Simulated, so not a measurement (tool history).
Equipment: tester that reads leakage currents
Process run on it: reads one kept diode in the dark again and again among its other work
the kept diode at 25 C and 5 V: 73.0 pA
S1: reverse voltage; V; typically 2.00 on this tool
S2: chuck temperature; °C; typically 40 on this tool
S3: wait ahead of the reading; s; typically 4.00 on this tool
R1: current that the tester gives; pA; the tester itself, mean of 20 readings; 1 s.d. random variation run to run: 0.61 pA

run   hour     S1  S2    S3      R1
  1    0.0   2.00  40  4.00  200.21
  2   26.6   2.00  40  4.00  199.78
  3   65.9   2.00  40  4.00  200.33
  4  111.1   2.00  40  4.00  200.45
  5  137.2   2.00  40  4.00  198.59
  6  157.3   2.00  40  4.00  199.28
  7  188.9   2.00  40  7.25  198.69
  8  230.6   2.00  40  7.25  198.48
  9  265.0   2.00  40  7.25  199.23
 10  293.0   2.00  40  7.25  198.47
 11  337.1   2.00  40  4.00  197.55
 12  380.7   2.00  40  4.00  198.87
 13  422.4   2.00  40  4.00  198.02
 14  469.0   2.00  40  4.00  197.55
 15  494.0   6.28  47  3.09  505.91
 16  527.0  17.68  31  0.46  209.86
 17  564.4  17.68  31  0.46  210.48
 18  606.6   6.01  29  4.00  112.36
 19  634.4   5.73  29  1.04  111.10
 20  668.6   2.88  37  4.72  171.93
 21  692.1   2.88  37  0.78  173.59
 22  718.9   2.88  37  0.78  173.05
 23  743.7   6.81  40  0.40  300.02
 24  767.0   4.66  40  1.31  260.30
 25  800.3  15.68  40  3.54  389.20

Pick out some run-to-run changes in R1. Of each, how much would a tool without hidden state show as well, from the settings, what came in and chance, and how much is left for the hidden state and any gauge scatter not in both results compared?
The hidden state here: stray current of the dirty probe card, pA a volt; current scale over the true one, %; true chuck temperature over the reading, C; drift of the gauge itself on leakage_pa, %.
Run 14 -> 15: S1 2.00 -> 6.28, S2 40 -> 47, S3 4.00 -> 3.09. R1 +308.36 pA: hidden state -13.75, all else +322.11.
Run 15 -> 16: S1 6.28 -> 17.68, S2 47 -> 31, S3 3.09 -> 0.46. R1 -296.05 pA: hidden state +33.05, all else -329.10.
